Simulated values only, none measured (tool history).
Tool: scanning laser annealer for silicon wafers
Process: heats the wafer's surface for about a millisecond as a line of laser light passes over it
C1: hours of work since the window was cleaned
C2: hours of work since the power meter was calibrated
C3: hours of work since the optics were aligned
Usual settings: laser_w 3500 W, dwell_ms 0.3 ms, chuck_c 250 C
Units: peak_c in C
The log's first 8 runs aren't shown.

{"run": 9, "hour": 109.9, "laser_w": 3500, "dwell_ms": 0.3, "chuck_c": 289, "C1": 335, "C2": 404, "C3": 1233, "peak_c": 1013}
{"run": 10, "hour": 124.0, "laser_w": 3500, "dwell_ms": 0.3, "chuck_c": 289, "C1": 343, "C2": 413, "C3": 1241, "peak_c": 1012}
{"run": 11, "hour": 143.3, "laser_w": 3430, "dwell_ms": 0.3, "chuck_c": 250, "C1": 355, "C2": 425, "C3": 1253, "peak_c": 952}
{"run": 12, "hour": 160.2, "laser_w": 3430, "dwell_ms": 0.294, "chuck_c": 250, "C1": 366, "C2": 435, "C3": 1264, "peak_c": 948}
{"run": 13, "hour": 171.0, "laser_w": 3430, "dwell_ms": 0.294, "chuck_c": 238, "C1": 373, "C2": 442, "C3": 1270, "peak_c": 933}
{"run": 14, "hour": 192.3, "laser_w": 3500, "dwell_ms": 0.3, "chuck_c": 250, "C1": 386, "C2": 455, "C3": 1284, "peak_c": 971}
{"run": 15, "hour": 206.3, "laser_w": 3500, "dwell_ms": 0.3, "chuck_c": 250, "C1": 394, "C2": 464, "C3": 1292, "peak_c": 976}
{"run": 16, "hour": 219.1, "laser_w": 3500, "dwell_ms": 0.3, "chuck_c": 250, "C1": 402, "C2": 472, "C3": 1300, "peak_c": 973}
{"run": 17, "hour": 229.3, "laser_w": 3500, "dwell_ms": 0.3, "chuck_c": 250, "C1": 409, "C2": 478, "C3": 1306, "peak_c": 974}
{"run": 18, "hour": 246.8, "laser_w": 3500, "dwell_ms": 0.3, "chuck_c": 250, "C1": 419, "C2": 489, "C3": 1317, "peak_c": 975}
{"hour": 264.3, "done": "optics aligned, line set to its width"}
{"run": 19, "hour": 264.3, "laser_w": 3500, "dwell_ms": 0.3, "chuck_c": 250, "C1": 427, "C2": 496, "C3": 0, "peak_c": 971}
{"run": 20, "hour": 283.6, "laser_w": 3500, "dwell_ms": 0.3, "chuck_c": 220, "C1": 439, "C2": 508, "C3": 12, "peak_c": 945}
{"run": 21, "hour": 307.6, "laser_w": 3500, "dwell_ms": 0.3, "chuck_c": 220, "C1": 454, "C2": 523, "C3": 27, "peak_c": 941}
{"run": 22, "hour": 323.5, "laser_w": 3500, "dwell_ms": 0.3, "chuck_c": 220, "C1": 464, "C2": 533, "C3": 37, "peak_c": 941}
{"run": 23, "hour": 334.5, "laser_w": 3618, "dwell_ms": 0.268, "chuck_c": 237, "C1": 470, "C2": 540, "C3": 43, "peak_c": 945}
{"run": 24, "hour": 355.8, "laser_w": 3618, "dwell_ms": 0.268, "chuck_c": 237, "C1": 484, "C2": 553, "C3": 57, "peak_c": 944}
{"run": 25, "hour": 365.6, "laser_w": 3393, "dwell_ms": 0.213, "chuck_c": 224, "C1": 490, "C2": 559, "C3": 63, "peak_c": 805}
{"run": 26, "hour": 387.1, "laser_w": 3170, "dwell_ms": 0.37, "chuck_c": 276, "C1": 503, "C2": 572, "C3": 76, "peak_c": 988}
{"run": 27, "hour": 401.5, "laser_w": 3834, "dwell_ms": 0.223, "chuck_c": 265, "C1": 512, "C2": 581, "C3": 85, "peak_c": 958}
{"run": 28, "hour": 416.1, "laser_w": 3672, "dwell_ms": 0.216, "chuck_c": 276, "C1": 521, "C2": 590, "C3": 94, "peak_c": 921}
{"run": 29, "hour": 429.8, "laser_w": 3500, "dwell_ms": 0.314, "chuck_c": 231, "C1": 529, "C2": 599, "C3": 102, "peak_c": 970}
{"run": 30, "hour": 453.4, "laser_w": 3108, "dwell_ms": 0.3, "chuck_c": 250, "C1": 544, "C2": 613, "C3": 117, "peak_c": 869}

Run 31 comes next. What will it give?
{"run": 31, "hour": 473.2, "laser_w": 3334, "dwell_ms": 0.225, "chuck_c": 231, "C1": 556, "C2": 626, "C3": 129, "peak_c": "?"}

peak_c: 813 C
Without the tool's hidden state the same run would have given peak_c 814 C.

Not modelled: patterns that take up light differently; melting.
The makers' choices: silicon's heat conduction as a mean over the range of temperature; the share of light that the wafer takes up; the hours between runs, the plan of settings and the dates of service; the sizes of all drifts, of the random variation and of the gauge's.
